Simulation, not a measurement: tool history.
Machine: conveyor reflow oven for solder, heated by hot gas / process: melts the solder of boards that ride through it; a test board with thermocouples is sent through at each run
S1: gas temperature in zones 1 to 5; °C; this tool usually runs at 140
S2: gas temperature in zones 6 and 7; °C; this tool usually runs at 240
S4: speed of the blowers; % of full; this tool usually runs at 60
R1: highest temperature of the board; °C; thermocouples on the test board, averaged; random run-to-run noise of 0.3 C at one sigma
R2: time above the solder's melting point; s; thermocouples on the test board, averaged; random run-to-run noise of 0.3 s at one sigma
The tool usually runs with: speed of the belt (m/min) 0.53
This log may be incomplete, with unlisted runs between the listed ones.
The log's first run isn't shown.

run 2 hour=21 | S1=140 S2=240 speed_of_the_belt_(m/min)=0.53 S4=60 | R1=220.4 R2=53.1
run 3 hour=36.4 | S1=140 S2=240 speed_of_the_belt_(m/min)=0.53 S4=61 | R1=220.9 R2=53.5
run 4 hour=46.6 | S1=140 S2=240 speed_of_the_belt_(m/min)=0.53 S4=58 | R1=220 R2=52.6
-- hour=52.7 flux residue cleaned out of gas plates and filters
run 5 hour=63.1 | S1=140 S2=240 speed_of_the_belt_(m/min)=0.53 S4=60 | R1=221.9 R2=55.1
run 6 hour=85.9 | S1=140 S2=240 speed_of_the_belt_(m/min)=0.532 S4=60 | R1=222.3 R2=54.9
run 7 hour=100.5 | S1=140 S2=240 speed_of_the_belt_(m/min)=0.532 S4=60 | R1=222.2 R2=54.4
run 8 hour=118.4 | S1=140 S2=240 speed_of_the_belt_(m/min)=0.532 S4=60 | R1=222 R2=54
run 9 hour=134.9 | S1=140 S2=240 speed_of_the_belt_(m/min)=0.532 S4=60 | R1=222.1 R2=54.2
run 10 hour=153.5 | S1=140 S2=240 speed_of_the_belt_(m/min)=0.53 S4=64 | R1=223.6 R2=55.4
run 11 hour=169.2 | S1=140 S2=240 speed_of_the_belt_(m/min)=0.53 S4=64 | R1=223.2 R2=55.4
run 12 hour=179.6 | S1=140 S2=240 speed_of_the_belt_(m/min)=0.53 S4=64 | R1=223.3 R2=55.3
run 13 hour=201.9 | S1=140 S2=240 speed_of_the_belt_(m/min)=0.53 S4=64 | R1=222.8 R2=55.4
run 14 hour=217.4 | S1=140 S2=240 speed_of_the_belt_(m/min)=0.53 S4=64 | R1=223.5 R2=55.6
run 15 hour=228.3 | S1=140 S2=240 speed_of_the_belt_(m/min)=0.53 S4=64 | R1=223.5 R2=55.5
run 16 hour=243.1 | S1=140 S2=240 speed_of_the_belt_(m/min)=0.53 S4=64 | R1=223.4 R2=55.3
run 17 hour=261.4 | S1=143 S2=240 speed_of_the_belt_(m/min)=0.53 S4=63 | R1=223.7 R2=56.7
run 18 hour=273.6 | S1=140 S2=247 speed_of_the_belt_(m/min)=0.53 S4=86 | R1=233.2 R2=60.8
run 19 hour=284.7 | S1=140 S2=240 speed_of_the_belt_(m/min)=0.532 S4=55 | R1=220.8 R2=53.9
run 20 hour=305.8 | S1=140 S2=240 speed_of_the_belt_(m/min)=0.532 S4=55 | R1=221.3 R2=54
run 21 hour=324.7 | S1=140 S2=240 speed_of_the_belt_(m/min)=0.532 S4=55 | R1=220.9 R2=53.5
run 22 hour=340.4 | S1=129 S2=249 speed_of_the_belt_(m/min)=0.478 S4=54 | R1=230 R2=62.7

What will run 23 give?
run 23 hour=355.6 | S1=129 S2=249 speed_of_the_belt_(m/min)=0.478 S4=54 | R1=? R2=?

Run 23 measured R1 230 °C, R2 62.9 s.
Take away the tool's hidden state, keep the run-to-run variation as it was, and the same run would have given R1 229.6 °C, R2 62.2 s.
